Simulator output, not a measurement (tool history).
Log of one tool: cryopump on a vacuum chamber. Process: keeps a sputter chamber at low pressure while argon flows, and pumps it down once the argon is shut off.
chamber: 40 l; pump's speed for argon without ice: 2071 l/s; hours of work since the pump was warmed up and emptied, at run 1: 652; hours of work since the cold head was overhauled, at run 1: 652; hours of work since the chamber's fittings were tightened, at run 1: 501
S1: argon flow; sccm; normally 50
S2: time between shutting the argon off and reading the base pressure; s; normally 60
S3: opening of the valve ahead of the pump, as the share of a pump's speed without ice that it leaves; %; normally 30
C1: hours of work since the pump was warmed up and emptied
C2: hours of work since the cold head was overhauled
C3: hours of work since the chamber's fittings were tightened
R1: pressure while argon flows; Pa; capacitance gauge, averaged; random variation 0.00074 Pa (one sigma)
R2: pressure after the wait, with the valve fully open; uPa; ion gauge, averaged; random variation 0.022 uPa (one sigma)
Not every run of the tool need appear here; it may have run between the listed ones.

run   hour  S1   S2  S3   C1    C2   C3      R1    R2
  1      0  50   60  30  652   652  501  0.1583  0.96
      14.5  -- pump warmed up, emptied and cooled again
  2   24.7  50   60  30    7   666  515  0.1379  0.82
  3   45.2  50   60  30   21   680  528  0.1371  0.78
  4   56.2  50   60  30   28   687  536  0.1373  0.79
  5   66.9  50   60  30   36   694  543   0.137  0.78
  6   84.4  50   60  30   47   706  555  0.1371  0.83
  7   99.4  50  227  30   58   716  565   0.137  0.47
  8  112.1  50  227  30   66   725  574  0.1377  0.49
  9  125.4  50  227  30   75   734  583  0.1379  0.44
 10  149.1  50  227  30   91   750  599   0.138  0.45
 11  163.2  50  227  55  101   760  609  0.0782  0.49
 12  179.8  50   60  30  112   771  620  0.1396  0.82
 13  196.7  50   60  30  124   782  631  0.1401  0.87
 14    210  50   60  30  133   791  640  0.1388  0.87
 15  231.5  50   60  30  147   806  655  0.1404  0.85
 16  255.1  50   60  57  163   822  671  0.0762  0.87
 17  273.4  24   60  30  176   834  683  0.0669  0.86
 18  298.6  24   60  30  193   852  700  0.0682  0.85
 19  316.3  21   38  27  205   864  712  0.0661  1.13
 20  335.6  23   25  29  218   877  725  0.0676  1.53
 21  350.2  31  101  45  228   887  735  0.0596  0.73
 22  367.8  50  142  19  240   899  747  0.2201  0.67
 23  380.6  21   68  30  248   907  756  0.0597   0.9
 24  401.1  21   68  30  262   921  770  0.0601  0.87
 25  416.7  30   68  30  273   932  781   0.086  0.89
 26  433.8  50   52  30  285   943  792  0.1436  0.97
 27  458.2  42   45  22  301   960  809  0.1625   1.1
 28  479.9  42   42  44  316   975  823  0.0855  1.17
 29  505.6  66   65  44  333   992  841  0.1351  0.94
 30  527.3  92   58  44  348  1007  856  0.1876     1
 31  542.7  92   58  44  358  1017  866  0.1889     1
 32  562.6  50   70  30  372  1031  880  0.1458   0.9
 33  573.3  50   70  30  379  1038  887  0.1473  0.95

For each run, the measured value with the value that run would have given without the tool's hidden condition subtracted. The run-to-run variation is shared by both, the gauge scatter possibly not:
Hidden state at play: pump's speed, % of a pump's without ice; cold plate's temperature, K; leak into the chamber, uPa l/s; drift of the gauge itself on working_pa, %; drift of the gauge itself on base_upa, %.
run       R1     R2
  1  +0.0222  +0.35
  2  +0.0008  +0.19
  3  +0.0011  +0.19
  4  +0.0012   +0.2
  5  +0.0014   +0.2
  6  +0.0017  +0.21
  7  +0.0019   +0.2
  8  +0.0021  +0.21
  9  +0.0024  +0.22
 10  +0.0026  +0.22
 11  +0.0029  +0.24
 12  +0.0032  +0.24
 13  +0.0034  +0.24
 14  +0.0036  +0.24
 15   +0.004  +0.25
 16  +0.0044  +0.26
 17  +0.0022  +0.26
 18  +0.0025  +0.27
 19  +0.0023  +0.29
 20  +0.0026  +0.28
 21  +0.0037   +0.3
 22  +0.0064   +0.3
 23  +0.0028  +0.32
 24   +0.003  +0.33
 25  +0.0044  +0.33
 26  +0.0077  +0.32
 27  +0.0067  +0.34
 28  +0.0072  +0.35
 29   +0.012  +0.37
 30  +0.0174  +0.38
 31  +0.0179  +0.39
 32  +0.0102  +0.38
 33  +0.0104   +0.4
